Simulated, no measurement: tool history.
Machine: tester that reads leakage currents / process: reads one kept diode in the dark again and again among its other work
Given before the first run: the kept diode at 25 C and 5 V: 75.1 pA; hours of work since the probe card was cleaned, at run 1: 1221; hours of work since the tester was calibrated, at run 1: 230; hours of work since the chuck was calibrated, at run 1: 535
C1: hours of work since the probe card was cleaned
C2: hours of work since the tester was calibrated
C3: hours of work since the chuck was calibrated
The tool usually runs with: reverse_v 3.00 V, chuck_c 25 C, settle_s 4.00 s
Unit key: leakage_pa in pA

{"run": 1, "hour": 0.0, "reverse_v": 3.0, "chuck_c": 25, "settle_s": 4.0, "C1": 1221, "C2": 230, "C3": 535, "leakage_pa": 59.76}
{"run": 2, "hour": 102.5, "reverse_v": 3.0, "chuck_c": 25, "settle_s": 4.0, "C1": 1262, "C2": 271, "C3": 576, "leakage_pa": 59.76}
{"hour": 228.4, "done": "probe card cleaned and baked"}
{"run": 3, "hour": 228.4, "reverse_v": 3.0, "chuck_c": 25, "settle_s": 4.0, "C1": 0, "C2": 320, "C3": 625, "leakage_pa": 55.17}
{"run": 4, "hour": 292.2, "reverse_v": 3.0, "chuck_c": 25, "settle_s": 1.76, "C1": 26, "C2": 346, "C3": 651, "leakage_pa": 55.03}
{"run": 5, "hour": 424.6, "reverse_v": 3.0, "chuck_c": 25, "settle_s": 1.76, "C1": 79, "C2": 399, "C3": 704, "leakage_pa": 54.95}
{"run": 6, "hour": 561.1, "reverse_v": 3.0, "chuck_c": 25, "settle_s": 1.76, "C1": 134, "C2": 454, "C3": 759, "leakage_pa": 54.54}
{"run": 7, "hour": 700.5, "reverse_v": 3.0, "chuck_c": 25, "settle_s": 1.76, "C1": 190, "C2": 510, "C3": 815, "leakage_pa": 53.71}
{"run": 8, "hour": 771.4, "reverse_v": 3.0, "chuck_c": 25, "settle_s": 1.76, "C1": 218, "C2": 538, "C3": 843, "leakage_pa": 53.99}
{"run": 9, "hour": 833.4, "reverse_v": 3.0, "chuck_c": 25, "settle_s": 1.76, "C1": 243, "C2": 563, "C3": 868, "leakage_pa": 53.88}
{"run": 10, "hour": 929.7, "reverse_v": 3.0, "chuck_c": 25, "settle_s": 4.0, "C1": 282, "C2": 602, "C3": 907, "leakage_pa": 53.18}
{"run": 11, "hour": 1001.7, "reverse_v": 3.0, "chuck_c": 25, "settle_s": 4.0, "C1": 311, "C2": 631, "C3": 936, "leakage_pa": 52.95}
{"run": 12, "hour": 1088.6, "reverse_v": 3.0, "chuck_c": 25, "settle_s": 4.0, "C1": 346, "C2": 666, "C3": 971, "leakage_pa": 52.96}
{"run": 13, "hour": 1149.1, "reverse_v": 3.0, "chuck_c": 25, "settle_s": 4.0, "C1": 370, "C2": 690, "C3": 995, "leakage_pa": 52.7}
{"run": 14, "hour": 1219.4, "reverse_v": 6.7, "chuck_c": 25, "settle_s": 0.94, "C1": 398, "C2": 719, "C3": 1023, "leakage_pa": 74.71}
{"run": 15, "hour": 1325.8, "reverse_v": 6.7, "chuck_c": 25, "settle_s": 0.94, "C1": 441, "C2": 761, "C3": 1066, "leakage_pa": 74.58}
{"run": 16, "hour": 1462.6, "reverse_v": 6.7, "chuck_c": 32, "settle_s": 0.94, "C1": 496, "C2": 816, "C3": 1121, "leakage_pa": 140.31}
{"hour": 1490.5, "done": "chuck's temperature calibrated"}
{"run": 17, "hour": 1538.5, "reverse_v": 5.43, "chuck_c": 32, "settle_s": 1.59, "C1": 526, "C2": 846, "C3": 19, "leakage_pa": 154.17}
{"run": 18, "hour": 1616.7, "reverse_v": 5.43, "chuck_c": 32, "settle_s": 1.59, "C1": 557, "C2": 877, "C3": 51, "leakage_pa": 153.62}
{"run": 19, "hour": 1700.6, "reverse_v": 5.43, "chuck_c": 32, "settle_s": 1.59, "C1": 591, "C2": 911, "C3": 84, "leakage_pa": 153.43}
{"run": 20, "hour": 1764.9, "reverse_v": 5.43, "chuck_c": 32, "settle_s": 1.59, "C1": 617, "C2": 937, "C3": 110, "leakage_pa": 152.49}

Forecast run 21:
{"run": 21, "hour": 1840.1, "reverse_v": 2.15, "chuck_c": 23, "settle_s": 2.67, "C1": 647, "C2": 967, "C3": 141, "leakage_pa": "?"}

{"run 21": {"leakage_pa": 45.08}}
Had the tool carried no hidden state, the very same run would have given leakage_pa 44.76 pA.
